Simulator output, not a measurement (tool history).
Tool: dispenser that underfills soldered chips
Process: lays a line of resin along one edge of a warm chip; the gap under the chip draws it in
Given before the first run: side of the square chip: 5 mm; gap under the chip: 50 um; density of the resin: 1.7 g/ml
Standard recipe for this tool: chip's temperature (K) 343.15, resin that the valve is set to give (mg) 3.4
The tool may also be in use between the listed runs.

run,hour,chip's temperature (K),resin that the valve is set to give (mg),time until the resin shows at the far edge (s),resin that the valve gave (mg)
1,0,343.15,3.4,28.6,3.33
2,7.9,343.15,3.93,43.5,3.89
# hour 10.9: new syringe of resin
3,15,343.15,3.93,28.4,3.89
4,22.9,343.15,3.93,43.1,3.81
# hour 26.2: new syringe of resin
5,30.8,350.15,3.93,20,3.8
6,36.3,355.15,3.4,21.4,3.29
# hour 41.9: new syringe of resin
7,42.9,355.15,3.4,13.7,3.27
8,48.1,343.15,3.4,32.5,3.22
9,51.6,343.15,3.4,38.8,3.24
10,56.1,343.15,3.4,50,3.23
# hour 57: new syringe of resin
11,62.4,343.15,3.4,31.5,3.28
# hour 69.7: dispensing valve cleaned and set on the balance
12,69.7,343.15,3.4,43.6,3.44
# hour 73.5: new syringe of resin
13,73.7,343.15,3.4,24,3.38
14,80.8,343.15,3.4,34.4,3.34
15,85.3,343.15,3.4,43.9,3.37
# hour 88.7: new syringe of resin
16,90.4,343.15,3.4,26.6,3.39
17,94.4,343.15,3.88,32.4,3.84
18,99.6,343.15,3.88,43.9,3.9
19,103.1,334.15,3.88,86.4,3.76
# hour 103.8: new syringe of resin
20,110.1,357.15,3.31,16.5,3.22
21,114.9,334.15,4.01,71,3.93
# hour 119.2: new syringe of resin
22,121.2,352.15,3.84,16.1,3.74
23,124.8,330.15,3.75,66.6,3.62
24,129.7,343.15,3.47,42.5,3.37
# hour 134.4: new syringe of resin
25,134.5,351.15,3.69,15.8,3.62
26,138.3,351.15,3.69,19.5,3.58
27,144.9,354.15,3.55,24.6,3.42
# hour 149.8: new syringe of resin
28,153.6,331.15,4,58.4,3.86
29,160.3,331.15,4,82.2,3.78
# hour 164.9: new syringe of resin
# hour 166.5: dispensing valve cleaned and set on the balance
30,166.7,332.15,3.7,45.7,3.71
31,170.6,334.15,3.4,51.6,3.44
32,175.8,334.15,2.9,71.7,2.87
# hour 181.4: new syringe of resin
33,182.3,340.15,3.14,30.5,3.08
34,186.8,340.15,3.14,39.1,3.11
35,192.2,334.15,4.08,71.5,3.97
# hour 196.8: new syringe of resin
36,199,351.15,4.08,17.6,3.98
37,202.5,354.15,3.7,18,3.62

Each row is a separate what-if for the run after 37, all from the same tool condition, not one after another. Results?
A,210.9,328.15,2.9,?,?
B,210.9,333.15,3.4,?,?
C,210.9,338.15,3.55,?,?

run,time until the resin shows at the far edge (s),resin that the valve gave (mg)
A,123.8,2.82
B,89.6,3.34
C,68.4,3.44
Take away the tool's hidden state, keep each run's random variation, and the runs would have read:
run,time until the resin shows at the far edge (s),resin that the valve gave (mg)
A,53.9,2.9
B,39.2,3.43
C,30.1,3.54
